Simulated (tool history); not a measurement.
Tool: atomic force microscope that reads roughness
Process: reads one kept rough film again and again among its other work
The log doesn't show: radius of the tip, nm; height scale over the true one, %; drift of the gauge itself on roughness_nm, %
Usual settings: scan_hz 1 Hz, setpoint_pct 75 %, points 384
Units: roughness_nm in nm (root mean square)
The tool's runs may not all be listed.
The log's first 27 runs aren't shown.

run	hour	scan_hz	setpoint_pct	points	pictures with this tip	hours of work since the height scale was calibrated	roughness_nm
28	1080.7	0.62	70	384	177	824	1.195
29	1121.9	0.87	70	414	212	844	1.147
30	1145.9	3.69	70	487	232	856	0.985
31	1198.5	3.69	70	487	276	881	0.936
32	1241	3.69	75	328	311	902	0.859
33	1266.4	0.69	90	740	332	914	0.988
# hour 1283.6: new tip fitted
34	1315.4	0.69	90	740	27	938	1.312
35	1341.9	0.69	90	740	49	951	1.273
36	1384.6	0.69	90	740	85	971	1.221
37	1430.6	0.69	65	497	123	994	1.27
38	1464.4	0.69	65	497	151	1010	1.236
39	1518.3	1.03	86	277	196	1036	1.043
40	1558.6	2.99	70	562	230	1056	1.014
41	1585.9	0.69	75	475	253	1069	1.098
42	1616.3	0.69	75	475	278	1084	1.079
43	1652.1	0.69	75	406	308	1101	1.037
44	1687	0.69	75	406	337	1118	1.018
# hour 1699.9: new tip fitted
45	1722.7	0.69	75	406	19	1135	1.39
46	1761.3	1.49	57	735	51	1154	1.377
47	1811.8	1.98	55	372	93	1178	1.294
48	1845.1	1.98	65	514	121	1194	1.225
49	1891.2	1.98	65	514	160	1217	1.162

Run 50 comes next. What will it give?
50	1947.6	1.98	65	514	207	1244	?

roughness_nm: 1.126 nm (root mean square)
Without the tool's hidden state the same run would have given roughness_nm 1.408 nm (root mean square).
